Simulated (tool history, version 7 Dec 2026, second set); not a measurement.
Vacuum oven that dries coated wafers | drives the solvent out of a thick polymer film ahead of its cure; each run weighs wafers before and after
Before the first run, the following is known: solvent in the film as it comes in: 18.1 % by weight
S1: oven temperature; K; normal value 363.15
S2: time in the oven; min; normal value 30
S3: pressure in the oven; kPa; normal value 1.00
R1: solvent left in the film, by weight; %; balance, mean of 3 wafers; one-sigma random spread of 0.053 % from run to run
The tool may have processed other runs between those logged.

run,hour,S1,S2,S3,R1
1,0.0,363.15,30,1.00,2.27
2,68.1,351.15,30,1.00,4.93
# hour 111.3: oven's thermocouples calibrated
3,127.8,351.15,30,1.00,4.66
4,199.7,363.15,30,1.00,2.14
5,238.5,363.15,30,1.23,2.46
6,300.3,363.15,30,1.61,2.78
7,356.1,363.15,40,1.61,2.53
8,398.9,363.15,40,1.61,2.54
9,443.1,365.15,30,1.00,1.89
10,513.1,365.15,30,1.00,1.96
11,560.2,363.15,30,1.00,2.20
12,630.6,363.15,30,1.00,2.24
13,664.2,351.15,30,1.00,5.04
14,724.1,351.15,37,1.00,4.21
15,771.9,351.15,37,1.00,4.23
16,806.6,351.15,37,1.00,4.30
17,857.5,351.15,37,1.00,4.38
18,894.4,351.15,37,1.00,4.35
19,934.1,351.15,37,1.00,4.43
20,979.2,371.15,30,1.00,1.41
21,1035.1,371.15,30,1.00,1.47
22,1101.9,371.15,30,1.00,1.49
23,1142.4,371.15,30,1.00,1.51
24,1210.5,353.15,30,1.00,4.95
25,1255.4,363.15,21,0.61,3.02
26,1291.6,363.15,29,0.61,2.06
27,1355.1,363.15,29,0.61,2.08
28,1396.7,363.15,29,0.61,2.23
29,1443.2,354.15,30,3.76,8.59
# hour 1478.9: oven's thermocouples calibrated
30,1478.9,370.15,43,1.00,1.43
31,1527.8,375.15,28,1.00,1.32
32,1566.7,362.15,26,3.91,5.94
33,1614.7,363.15,18,2.44,5.16
34,1653.3,375.15,24,3.27,2.92
35,1685.9,375.15,24,3.27,3.07
36,1736.6,377.15,49,1.54,1.53
37,1790.3,367.15,27,0.87,1.97
38,1837.3,352.15,23,0.53,5.22
39,1887.2,352.15,23,0.53,5.33
40,1924.0,352.15,19,0.90,6.83
41,1983.8,352.15,51,1.63,4.62
42,2026.3,375.15,30,1.55,1.60
43,2092.9,375.15,21,3.41,3.25
44,2149.1,375.15,21,3.41,3.26
45,2210.3,375.15,26,0.90,1.25
46,2276.5,378.15,39,1.98,1.82

Some steps in R1 between neighbouring runs. How much of each would the tool show without its hidden state too (settings, what came in, random variation), and how much is left for the hidden state, with any gauge scatter that isn't in both results?
The hidden state here: true wafer temperature over the reading, C; true pressure over the reading, kPa; drift of the gauge itself on solvent_pct, %.
Run 23 -> 24: S1 371.15 -> 353.15. R1 +3.44 %: hidden state +0.61, all else +2.83.
Run 28 -> 29: S1 363.15 -> 354.15, S2 29 -> 30, S3 0.61 -> 3.76. R1 +6.36 %: hidden state +0.48, all else +5.88.
Run 29 -> 30: S1 354.15 -> 370.15, S2 30 -> 43, S3 3.76 -> 1.00, oven's thermocouples calibrated. R1 -7.16 %: hidden state -0.78, all else -6.38.
Run 31 -> 32: S1 375.15 -> 362.15, S2 28 -> 26, S3 1.00 -> 3.91. R1 +4.62 %: hidden state +0.21, all else +4.41.
Run 41 -> 42: S1 352.15 -> 375.15, S2 51 -> 30, S3 1.63 -> 1.55. R1 -3.02 %: hidden state -0.74, all else -2.28.
